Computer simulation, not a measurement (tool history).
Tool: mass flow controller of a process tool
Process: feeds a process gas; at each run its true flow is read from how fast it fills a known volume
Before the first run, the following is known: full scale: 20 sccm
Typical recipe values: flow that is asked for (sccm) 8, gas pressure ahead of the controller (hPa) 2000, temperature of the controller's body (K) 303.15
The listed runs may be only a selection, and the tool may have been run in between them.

run     hour  flow that is asked for (sccm)  gas pressure ahead of the controller (hPa)  temperature of the controller's body (K)  true flow (%)
  1        0                              8                                        2000                                    303.15          99.97
  2    440.4                              4                                        2000                                    303.15          99.92
       859.8  -- controller's zero set anew
  3    874.8                              4                                        2000                                    303.15          99.81
  4   1238.2                              4                                        2000                                    303.15          99.94
  5   1720.3                              4                                        2000                                    303.15          99.98
  6     2087                              8                                        2000                                    300.15          99.81
  7   2385.8                              8                                        2000                                    300.15          99.86
  8   2700.5                              8                                        2000                                    301.15          99.88
  9   3028.5                              8                                        2000                                    301.15           99.9
 10   3323.5                              8                                        2000                                    301.15          99.78
 11   3870.7                             10                                        2000                                    303.15         100.11
 12   4203.1                             10                                        2000                                    303.15         100.03
 13   4494.9                             10                                        2000                                    303.15          99.91
 14   4891.8                             10                                        2000                                    303.15         100.01
 15   5158.8                              8                                        2000                                    298.15          99.71
 16   5517.6                              8                                        2000                                    298.15          99.62
 17   6093.9                              8                                        2000                                    298.15          99.71
 18   6360.1                             11                                        2000                                    303.15         100.15
 19   6914.9                              8                                        2000                                    303.15          99.91
 20   7303.6                              8                                        2000                                    303.15         100.01
 21   7557.9                              8                                        2000                                    303.15         100.11
 22   7837.7                              8                                        2000                                    303.15         100.05
 23   8361.8                              8                                        2000                                    305.15         100.09
 24   8648.3                              8                                        2000                                    305.15         100.08
 25   9216.1                              8                                        2000                                    299.15          99.66
 26     9527                              3                                        2300                                    308.15          99.98
 27  10027.3                              8                                        1660                                    303.15         100.08
 28  10485.1                              8                                        1660                                    303.15         100.06
 29  10745.8                              7                                        2000                                    302.15          99.79
 30  11318.4                              7                                        2000                                    302.15         100.07
 31  11785.8                             12                                        2530                                    306.15         100.22
 32  12306.9                              8                                        1740                                    303.15         100.14
 33    12829                              8                                        2000                                    307.15         100.24
 34  13307.9                             17                                        1530                                    303.15         100.52
 35  13806.1                             17                                        1530                                    303.15          100.4
 36  14110.2                             17                                        1530                                    303.15         100.35
 37  14590.6                             10                                        2300                                    311.15         100.35
 38  15056.1                             10                                        2300                                    311.15         100.47
 39  15638.6                             10                                        2300                                    311.15         100.46
 40  15972.8                             10                                        2300                                    311.15         100.43
 41  16496.9                              6                                        1460                                    303.15          99.99
 42  17034.8                              6                                        1460                                    303.15          99.95
 43  17503.5                              6                                        2380                                    303.15          99.84
 44  18070.8                              6                                        2010                                    303.15          99.88
 45  18369.4                              6                                        2010                                    303.15          99.92
 46    18686                              6                                        2010                                    303.15          99.88

5 ways to go on from here, each from the tool as it stands after run 46. What would each give?
  A  19229.7                             11                                        2000                                    300.15              ?
  B  19229.7                              6                                        2020                                    303.15              ?
  C  19229.7                              5                                        2690                                    300.15              ?
  D  19229.7                              6                                        2010                                    296.15              ?
  E  19229.7                              7                                        2010                                    303.15              ?

run  true flow (%)
  A          99.88
  B          99.77
  C          99.66
  D          99.49
  E          99.84
Had the tool no hidden state, the same runs would have come out as:
run  true flow (%)
  A          99.89
  B          99.77
  C          99.66
  D          99.49
  E          99.85

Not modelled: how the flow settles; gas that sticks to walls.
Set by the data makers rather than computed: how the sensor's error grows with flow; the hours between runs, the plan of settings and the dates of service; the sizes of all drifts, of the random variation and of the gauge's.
